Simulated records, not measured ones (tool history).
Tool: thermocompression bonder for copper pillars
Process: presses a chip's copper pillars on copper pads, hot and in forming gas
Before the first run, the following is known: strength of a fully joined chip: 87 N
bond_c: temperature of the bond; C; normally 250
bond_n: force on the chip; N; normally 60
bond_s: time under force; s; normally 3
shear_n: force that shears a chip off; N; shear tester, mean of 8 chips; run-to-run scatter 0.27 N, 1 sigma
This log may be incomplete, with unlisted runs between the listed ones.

run	hour	bond_c	bond_n	bond_s	shear_n
1	0	250	60	3	59.5
2	37.5	250	60	3	60
3	60.2	250	60	3	60
4	100.6	250	60	3	59.7
5	134.2	250	60	3	60.4
# hour 159.9: forming gas filter changed
6	169	250	60	3	59.9
7	196	250	60	3	60.5
8	240.4	250	60	3	60.2
9	287.1	250	60	4	64.8
10	326.7	250	60	3	60.4
11	372	250	60	3	60.3
12	408	250	60	3	60.5
13	453.8	250	45	3	49.5
14	502.8	250	60	5	68.9
15	550.6	250	60	5	68.9
16	590.8	250	60	5	69.3
17	636.6	251	60	5	69.3
18	678.4	250	90	3	75.8
19	712	250	60	5	69
20	744.3	257	60	3	65.4
21	789.6	257	60	3	65.6
# hour 811.9: forming gas filter changed
22	820.3	257	60	3	65.4
23	850.2	257	60	3	66.1
# hour 894.2: gauge calibrated
24	894.2	257	60	3	64
25	920.4	274	52	3	67.2
26	942.3	250	85	3	72.1
27	963.1	250	85	3	72.3
28	984.9	250	60	5	67.6
29	1030	230	60	4	52.2
30	1063.7	238	54	3	49.2
31	1098.2	272	53	3	67.8
32	1135.3	265	47	3	59.5
# hour 1140.5: force cell calibrated
33	1175.8	250	83	2	66.2
34	1201.8	263	83	2	73
35	1236.1	227	55	6	54.1

Run 36 is up next; what results do you expect?
36	1285.1	227	89	2	?

Run 36 came out at shear_n 55.1 N.
Minus the tool's unlogged condition, the same run would have read shear_n 54.4 N.
